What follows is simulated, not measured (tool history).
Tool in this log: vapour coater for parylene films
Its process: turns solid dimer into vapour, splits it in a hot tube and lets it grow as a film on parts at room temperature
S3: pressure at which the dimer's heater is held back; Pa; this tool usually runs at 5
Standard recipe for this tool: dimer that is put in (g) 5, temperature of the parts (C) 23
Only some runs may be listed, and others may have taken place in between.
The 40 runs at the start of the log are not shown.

run 41 hour=465.4 | dimer_that_is_put_in_(g)=3 temperature_of_the_parts_(C)=23 S3=5 | thickness_of_the_film_(nm)=1570
run 42 hour=479.3 | dimer_that_is_put_in_(g)=7 temperature_of_the_parts_(C)=23 S3=5.44 | thickness_of_the_film_(nm)=3480
run 43 hour=489.6 | dimer_that_is_put_in_(g)=6 temperature_of_the_parts_(C)=19 S3=7.82 | thickness_of_the_film_(nm)=3340
run 44 hour=505 | dimer_that_is_put_in_(g)=6 temperature_of_the_parts_(C)=19 S3=7.82 | thickness_of_the_film_(nm)=3310
run 45 hour=518.5 | dimer_that_is_put_in_(g)=8 temperature_of_the_parts_(C)=27 S3=7.82 | thickness_of_the_film_(nm)=3330
run 46 hour=527.1 | dimer_that_is_put_in_(g)=8 temperature_of_the_parts_(C)=22 S3=5.78 | thickness_of_the_film_(nm)=4110
run 47 hour=541.8 | dimer_that_is_put_in_(g)=5 temperature_of_the_parts_(C)=15 S3=5 | thickness_of_the_film_(nm)=3260
run 48 hour=554.4 | dimer_that_is_put_in_(g)=5 temperature_of_the_parts_(C)=22 S3=5 | thickness_of_the_film_(nm)=2610

What if the next run were any one of these 3? Each begins from the tool's condition after run 48:
run A hour=570.5 | dimer_that_is_put_in_(g)=2 temperature_of_the_parts_(C)=23 S3=5 | thickness_of_the_film_(nm)=?
run B hour=570.5 | dimer_that_is_put_in_(g)=5 temperature_of_the_parts_(C)=30 S3=5 | thickness_of_the_film_(nm)=?
run C hour=570.5 | dimer_that_is_put_in_(g)=5 temperature_of_the_parts_(C)=20 S3=8.77 | thickness_of_the_film_(nm)=?

run=A thickness_of_the_film_(nm)=1000
run=B thickness_of_the_film_(nm)=2000
run=C thickness_of_the_film_(nm)=2620
Take away the tool's hidden state, keep each run's random variation, and the runs would have read:
run=A thickness_of_the_film_(nm)=1060
run=B thickness_of_the_film_(nm)=2110
run=C thickness_of_the_film_(nm)=2770
